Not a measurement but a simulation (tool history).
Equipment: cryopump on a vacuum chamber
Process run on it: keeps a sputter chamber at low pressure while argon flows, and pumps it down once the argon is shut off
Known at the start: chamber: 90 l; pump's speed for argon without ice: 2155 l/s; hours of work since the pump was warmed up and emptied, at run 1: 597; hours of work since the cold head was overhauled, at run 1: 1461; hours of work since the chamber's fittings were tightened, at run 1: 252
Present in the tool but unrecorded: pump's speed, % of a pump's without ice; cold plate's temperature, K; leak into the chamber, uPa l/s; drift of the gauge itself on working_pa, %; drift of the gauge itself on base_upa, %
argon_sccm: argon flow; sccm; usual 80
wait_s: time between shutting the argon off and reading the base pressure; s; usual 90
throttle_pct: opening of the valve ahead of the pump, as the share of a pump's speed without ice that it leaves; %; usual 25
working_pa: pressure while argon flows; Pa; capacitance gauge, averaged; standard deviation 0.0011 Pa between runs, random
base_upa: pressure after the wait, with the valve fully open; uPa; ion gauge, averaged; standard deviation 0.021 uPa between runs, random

run    hour  argon_sccm  wait_s  throttle_pct  hours of work since the pump was warmed up and emptied  hours of work since the cold head was overhauled  hours of work since the chamber's fittings were tightened  working_pa  base_upa
  1       0          80      90            25                                                     597                                              1461                                                        252      0.2617      0.45
  2    81.6          80      90            25                                                     659                                              1523                                                        314      0.2643      0.43
  3   132.3          80      90            25                                                     697                                              1561                                                        352       0.263      0.48
  4   179.6          62      90            25                                                     733                                              1597                                                        388      0.2035      0.53
  5     243          80      90            25                                                     780                                              1645                                                        435      0.2647       0.5
      274.4  -- pump warmed up, emptied and cooled again
  6   316.2          80      90            25                                                      32                                              1696                                                        487       0.251      0.48
  7     391          80      90            15                                                      88                                              1753                                                        543      0.4207      0.51
  8   433.4          80      90            25                                                     120                                              1785                                                        575      0.2561      0.47
  9   478.1          80      90            25                                                     154                                              1819                                                        609      0.2558      0.51
 10   532.7          80      90            25                                                     195                                              1860                                                        650      0.2558      0.56
 11   603.6          80      90            25                                                     249                                              1914                                                        704      0.2559      0.52
 12   672.7          33      90            25                                                     301                                              1966                                                        756      0.1048      0.55
 13     712          80     251            25                                                     331                                              1995                                                        786      0.2569       0.4
 14   766.4          44      90            25                                                     372                                              2036                                                        827      0.1417      0.58
 15   849.1          80      90            25                                                     434                                              2099                                                        889      0.2554      0.62
 16   906.7          80      90            25                                                     478                                              2142                                                        933      0.2582      0.58
 17   969.1          80      90            25                                                     525                                              2190                                                        980      0.2587       0.6
 18  1036.6         111      90            17                                                     576                                              2241                                                       1031       0.524      0.68
 19  1121.4         149      90            25                                                     640                                              2305                                                       1095      0.4838      0.68
 20  1203.6          57      90            25                                                     702                                              2367                                                       1157      0.1892      0.69
 21  1252.4          57      90            25                                                     739                                              2404                                                       1194      0.1886       0.7
 22  1305.7          80      28            21                                                     779                                              2444                                                       1234      0.3131      1.23
     1335.1  -- pump warmed up, emptied and cooled again
 23    1354          80      28            21                                                      14                                              2476                                                       1267      0.3008      1.16
 24  1407.8          91      38            32                                                      55                                              2517                                                       1308      0.2264         1
 25  1462.1          91      38            32                                                      96                                              2558                                                       1349      0.2252         1
 26  1547.8          80      29            25                                                     161                                              2623                                                       1413       0.254      1.16
 27  1628.3          35      56            51                                                     221                                              2684                                                       1474      0.0553      0.86
 28  1692.3         123     142            27                                                     270                                              2732                                                       1523      0.3665      0.67
 29    1766          93      90            45                                                     325                                              2788                                                       1578      0.1695      0.79
 30  1823.5          93      77            51                                                     369                                              2831                                                       1622      0.1493      0.87
 31  1890.8          80      23            59                                                     420                                              2882                                                       1672      0.1138       1.5
 32  1944.8          61      23            16                                                     461                                              2923                                                       1713      0.3078      1.48
 33    2030          61      23            16                                                     525                                              2987                                                       1778      0.3069      1.47

Measured less the same run without the tool's hidden state. The same run-to-run variation is in both; the gauge's scatter may not be:
run  working_pa  base_upa
  1     +0.0105     +0.09
  2     +0.0116      +0.1
  3     +0.0123     +0.12
  4     +0.0101     +0.14
  5     +0.0139     +0.14
  6     +0.0015     +0.12
  7     +0.0023     +0.13
  8     +0.0029     +0.15
  9     +0.0034     +0.15
 10     +0.0039     +0.17
 11     +0.0047     +0.18
 12     +0.0023      +0.2
 13      +0.006     +0.21
 14     +0.0036     +0.22
 15     +0.0074     +0.24
 16     +0.0082     +0.26
 17     +0.0089     +0.28
 18     +0.0137      +0.3
 19     +0.0203     +0.33
 20     +0.0087     +0.34
 21     +0.0092     +0.35
 22     +0.0136     +0.37
 23     +0.0013      +0.3
 24     +0.0022     +0.32
 25     +0.0028     +0.32
 26     +0.0035     +0.36
 27     +0.0019     +0.37
 28     +0.0079     +0.39
 29     +0.0069     +0.41
 30     +0.0076     +0.43
 31     +0.0074     +0.46
 32     +0.0062     +0.47
 33      +0.007     +0.49
